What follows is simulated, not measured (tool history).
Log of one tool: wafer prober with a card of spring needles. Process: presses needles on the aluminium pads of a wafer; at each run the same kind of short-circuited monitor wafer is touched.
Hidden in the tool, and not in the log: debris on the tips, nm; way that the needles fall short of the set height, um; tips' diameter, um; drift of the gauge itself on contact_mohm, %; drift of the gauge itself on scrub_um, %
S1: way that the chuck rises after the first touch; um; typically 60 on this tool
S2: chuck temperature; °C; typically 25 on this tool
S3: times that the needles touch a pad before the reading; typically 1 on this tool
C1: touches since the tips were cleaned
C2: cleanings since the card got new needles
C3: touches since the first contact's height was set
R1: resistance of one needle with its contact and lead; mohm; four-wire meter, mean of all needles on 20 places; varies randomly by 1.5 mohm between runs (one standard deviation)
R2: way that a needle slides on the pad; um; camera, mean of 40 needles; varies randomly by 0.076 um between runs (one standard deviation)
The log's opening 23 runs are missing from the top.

run   hour  S1   S2  S3    C1  C2      C3   R1     R2
 24  351.3  52  122   2  4711  17  151123  180  11.89
 25  366.6  52  122   2  7415  17  153827  186  11.91
     369.5  -- tips cleaned on abrasive film
 26  380.4  52   33   2  1933  18  156243  156  11.87
 27  396.9  41  121   1  4835  18  159145  229   9.17
     412.9  -- tips cleaned on abrasive film
 28  415.5  41   45   1   445  19  162398  164   9.15
 29  427.9  59   58   1  2643  19  164596  170  13.52
 30  447.1  60   25   1  6030  19  167983  184   13.8
     457.3  -- tips cleaned on abrasive film
 31  461.9  60   25   1   808  20  170568  145  13.62
 32  472.8  60   29   1  2724  20  172484  162  13.69
 33  488.5  60   29   1  5500  20  175260  179   13.7
     500.8  -- tips cleaned on abrasive film
 34  500.8  60   63   1     0  21  177409  145  13.73

Consider 4 possible next runs. They are alternatives, not a sequence: every one starts from the tool as it was left by run 34. What does each give?
  A  513.5  48  44   1  2238  21  179647   ?   ?
  B  513.5  60  60   2  2238  21  179647   ?   ?
  C  513.5  44  63   2  2238  21  179647   ?   ?
  D  513.5  51  25   2  2238  21  179647   ?   ?

run   R1     R2
  A  185  10.81
  B  156  13.72
  C  178   9.95
  D  159   11.5
Without the tool's unlogged condition, the same runs would have read:
run   R1     R2
  A  140  11.22
  B  138  14.13
  C  145  10.37
  D  134  11.92
